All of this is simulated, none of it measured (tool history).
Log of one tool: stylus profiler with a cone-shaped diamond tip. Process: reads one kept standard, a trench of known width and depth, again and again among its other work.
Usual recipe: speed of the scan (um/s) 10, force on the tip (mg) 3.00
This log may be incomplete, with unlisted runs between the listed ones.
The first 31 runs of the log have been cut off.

run    hour  speed of the scan (um/s)  force on the tip (mg)  depth of the trench (nm)  width of the trench's floor (um)
 32  1110.4                         5                   6.64                    510.41                             46.91
 33  1146.6                        28                   5.43                    509.27                             46.96
 34  1173.0                         2                   1.46                    503.92                             46.95
 35  1201.6                        13                   1.46                    503.63                             46.92
 36  1232.5                        13                   1.46                    503.73                             46.95
 37  1259.1                        13                   1.46                    503.56                             46.91
 38  1286.9                        13                   1.46                    503.96                             46.92
 39  1333.4                        33                   2.97                    506.02                             46.84
 40  1375.4                        14                   3.77                    507.07                             46.91
 41  1420.4                        10                   2.58                    505.38                             46.96
 42  1441.8                         8                   3.69                    506.93                             46.94
 43  1473.3                         8                   8.45                    512.15                             46.91
 44  1509.3                         8                   8.45                    512.16                             46.98
 45  1550.8                        11                   1.40                    503.35                             46.92
 46  1571.6                         8                   5.20                    508.89                             46.94

Forecast each of these 3 alternatives for the next run:
  A  1599.0                         3                   4.85                         ?                                 ?
  B  1599.0                         4                   3.55                         ?                                 ?
  C  1599.0                         2                   1.35                         ?                                 ?

run  depth of the trench (nm)  width of the trench's floor (um)
  A                    508.31                             46.95
  B                    506.76                             46.95
  C                    503.63                             47.01
Without the tool's unlogged condition, the same runs would have read:
run  depth of the trench (nm)  width of the trench's floor (um)
  A                    508.32                             46.96
  B                    506.77                             46.96
  C                    503.63                             47.02
